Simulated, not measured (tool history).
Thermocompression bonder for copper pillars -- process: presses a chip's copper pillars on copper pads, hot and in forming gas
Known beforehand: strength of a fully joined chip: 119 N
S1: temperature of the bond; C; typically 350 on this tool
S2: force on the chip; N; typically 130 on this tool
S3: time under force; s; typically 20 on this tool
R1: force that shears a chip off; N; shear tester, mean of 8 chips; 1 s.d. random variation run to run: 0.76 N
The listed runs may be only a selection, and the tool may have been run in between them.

run   hour   S1   S2  S3    R1
  1    0.0  350  130  20  74.0
  2    6.3  350  130  17  70.2
  3   21.7  350  130  17  70.6
  4   29.9  350  130  17  70.8
  5   39.1  350  130  20  73.5
  6   48.2  350  130  20  73.3
  7   59.6  350  130  20  74.3
  8   67.2  350  130  20  72.7
  9   76.5  350  130  20  73.3
 10   89.0  350  130  20  73.1
 11  101.5  350  130  20  71.6
 12  110.7  350  130  20  73.7
 13  121.0  350  130  20  71.6
 14  135.3  350  130  20  72.2
 15  144.5  350  130  41  86.2
 16  153.4  350  130  20  72.8
 17  168.8  350  130  20  71.7
     171.9  -- heater calibrated with a thermocouple chip
 18  178.6  350  130  20  71.3
 19  190.8  350  130  18  69.2
 20  203.0  350  130  18  67.5
 21  212.3  350  130  18  68.2
 22  223.5  350  130  18  66.5
     229.4  -- heater calibrated with a thermocouple chip, once more
     231.2  -- forming gas filter changed
 23  238.7  339   96  32  65.8
 24  249.3  350  143  20  80.8
 25  256.2  336  103  50  75.4
 26  262.9  340  102  28  65.3
 27  275.5  358  130  20  80.5
 28  283.2  345  102  31  70.1
 29  295.3  345  102  31  70.1
 30  309.5  350  119  20  71.5
 31  317.2  362  120  20  80.3
 32  323.6  362  120  20  79.6
 33  335.4  326  130  20  57.6
 34  345.6  350   94  20  60.3
 35  354.3  350   94  20  61.0
 36  369.3  372   86  15  64.7
 37  379.7  350   97  20  60.7
 38  387.4  350   90  14  50.5
 39  395.1  378   87  18  73.2
 40  404.0  350  128  15  66.7
 41  410.2  350  128  15  66.2

Here are 3 independent what-if runs from the current tool condition. What would each one return?
  A  422.9  361   85  17   ?
  B  422.9  351  107  28   ?
  C  422.9  333   92  20   ?

run    R1
  A  59.9
  B  72.9
  C  47.1
What these runs would have given with no unlogged condition in the tool:
run    R1
  A  64.9
  B  78.2
  C  51.5

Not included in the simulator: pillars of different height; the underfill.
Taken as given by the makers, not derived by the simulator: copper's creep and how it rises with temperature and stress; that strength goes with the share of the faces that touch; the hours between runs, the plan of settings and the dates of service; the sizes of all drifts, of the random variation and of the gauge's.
